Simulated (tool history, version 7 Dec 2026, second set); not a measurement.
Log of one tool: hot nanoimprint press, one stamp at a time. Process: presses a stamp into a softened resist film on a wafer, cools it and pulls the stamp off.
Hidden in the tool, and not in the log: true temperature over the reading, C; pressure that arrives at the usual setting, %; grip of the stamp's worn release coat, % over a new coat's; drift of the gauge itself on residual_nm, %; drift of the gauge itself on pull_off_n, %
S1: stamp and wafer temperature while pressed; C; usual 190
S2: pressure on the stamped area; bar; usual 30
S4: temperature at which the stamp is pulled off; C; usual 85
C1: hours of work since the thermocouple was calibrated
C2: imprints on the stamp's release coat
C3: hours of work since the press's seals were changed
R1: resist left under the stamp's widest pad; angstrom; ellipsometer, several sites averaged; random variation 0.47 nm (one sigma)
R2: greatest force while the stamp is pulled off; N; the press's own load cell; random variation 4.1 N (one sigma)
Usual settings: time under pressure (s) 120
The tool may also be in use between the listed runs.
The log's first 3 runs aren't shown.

run 4 hour=23.6 | S1=190 S2=30 time_under_pressure_(s)=230 S4=85 | C1=255 C2=779 C3=175 | R1=1456 R2=249
run 5 hour=31.3 | S1=190 S2=30 time_under_pressure_(s)=230 S4=85 | C1=260 C2=804 C3=180 | R1=1456 R2=259
run 6 hour=39.1 | S1=190 S2=30 time_under_pressure_(s)=230 S4=85 | C1=265 C2=828 C3=185 | R1=1451 R2=263
-- hour=44.3 plate thermocouple calibrated
run 7 hour=49.6 | S1=190 S2=30 time_under_pressure_(s)=230 S4=85 | C1=3 C2=851 C3=190 | R1=1417 R2=263
run 8 hour=59.3 | S1=190 S2=30 time_under_pressure_(s)=230 S4=85 | C1=9 C2=882 C3=196 | R1=1425 R2=269
run 9 hour=66.3 | S1=190 S2=30 time_under_pressure_(s)=230 S4=85 | C1=14 C2=904 C3=200 | R1=1425 R2=256
run 10 hour=74 | S1=190 S2=30 time_under_pressure_(s)=230 S4=85 | C1=19 C2=928 C3=205 | R1=1419 R2=267
run 11 hour=87.1 | S1=194 S2=30 time_under_pressure_(s)=120 S4=85 | C1=27 C2=969 C3=213 | R1=1585 R2=274
run 12 hour=97.6 | S1=196 S2=30 time_under_pressure_(s)=120 S4=85 | C1=33 C2=1002 C3=220 | R1=1478 R2=274
run 13 hour=108.9 | S1=196 S2=30 time_under_pressure_(s)=120 S4=85 | C1=40 C2=1037 C3=227 | R1=1474 R2=273
run 14 hour=115.9 | S1=190 S2=30 time_under_pressure_(s)=120 S4=85 | C1=45 C2=1059 C3=231 | R1=1816 R2=269
run 15 hour=128.7 | S1=190 S2=30 time_under_pressure_(s)=120 S4=85 | C1=53 C2=1100 C3=239 | R1=1823 R2=277

Run 16 comes next. What will it give?
run 16 hour=139.9 | S1=184 S2=37.3 time_under_pressure_(s)=100 S4=73 | C1=60 C2=1135 C3=246 | R1=? R2=?

R1: 2174 angstrom
R2: 342 N
Without the tool's hidden state the same run would have given R1 2133 angstrom, R2 239 N.

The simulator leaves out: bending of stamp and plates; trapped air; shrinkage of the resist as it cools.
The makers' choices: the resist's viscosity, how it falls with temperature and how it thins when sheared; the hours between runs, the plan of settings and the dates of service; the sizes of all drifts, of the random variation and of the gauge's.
